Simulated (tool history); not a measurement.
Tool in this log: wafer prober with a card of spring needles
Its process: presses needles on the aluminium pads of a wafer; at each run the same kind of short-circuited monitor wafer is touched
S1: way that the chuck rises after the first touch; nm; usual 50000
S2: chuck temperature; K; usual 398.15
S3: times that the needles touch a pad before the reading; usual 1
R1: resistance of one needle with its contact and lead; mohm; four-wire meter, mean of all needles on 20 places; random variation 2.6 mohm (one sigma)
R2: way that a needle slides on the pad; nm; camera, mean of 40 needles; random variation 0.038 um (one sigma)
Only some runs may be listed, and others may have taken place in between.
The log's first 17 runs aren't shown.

run   hour     S1      S2  S3   R1    R2
 18  254.9  33000  398.15   2  350  4620
     258.2  -- tips cleaned on abrasive film
 19  266.0  33000  398.15   2  329  4480
 20  282.3  31000  318.15   3  321  4230
     284.3  -- tips cleaned on abrasive film
 21  291.8  66000  398.15   3  303  9320
     310.4  -- tips cleaned on abrasive film
 22  312.0  38000  338.15   3  292  5260
 23  333.9  38000  298.15   1  346  5210
     336.1  -- tips cleaned on abrasive film
 24  346.4  50000  299.15   1  298  7000
 25  356.3  50000  299.15   1  315  6870
     360.9  -- tips cleaned on abrasive film
 26  371.2  50000  299.15   1  294  7000
 27  381.5  34000  299.15   1  361  4670
     386.0  -- tips cleaned on abrasive film
 28  396.9  38000  386.15   1  346  5180
 29  409.4  59000  395.15   1  326  8280
     411.1  -- tips cleaned on abrasive film
 30  430.2  59000  395.15   1  315  8340
     436.2  -- tips cleaned on abrasive film
 31  443.3  36000  305.15   1  321  4880
 32  460.1  36000  305.15   2  321  4850
     461.4  -- tips cleaned on abrasive film
 33  477.9  50000  317.15   2  298  6900
     486.5  -- tips cleaned on abrasive film
 34  489.0  52000  379.15   2  303  7220

Predict each of these 4 candidate next runs independently; none follows another, all start after run 34:
  A  505.0  50000  314.15   1   ?   ?
  B  505.0  52000  347.15   2   ?   ?
  C  505.0  50000  304.15   2   ?   ?
  D  505.0  50000  303.15   1   ?   ?

run   R1    R2
  A  318  6890
  B  306  7150
  C  295  6910
  D  309  6890
What these runs would have given with no unlogged condition in the tool:
run   R1    R2
  A  275  7350
  B  283  7620
  C  269  7370
  D  267  7350
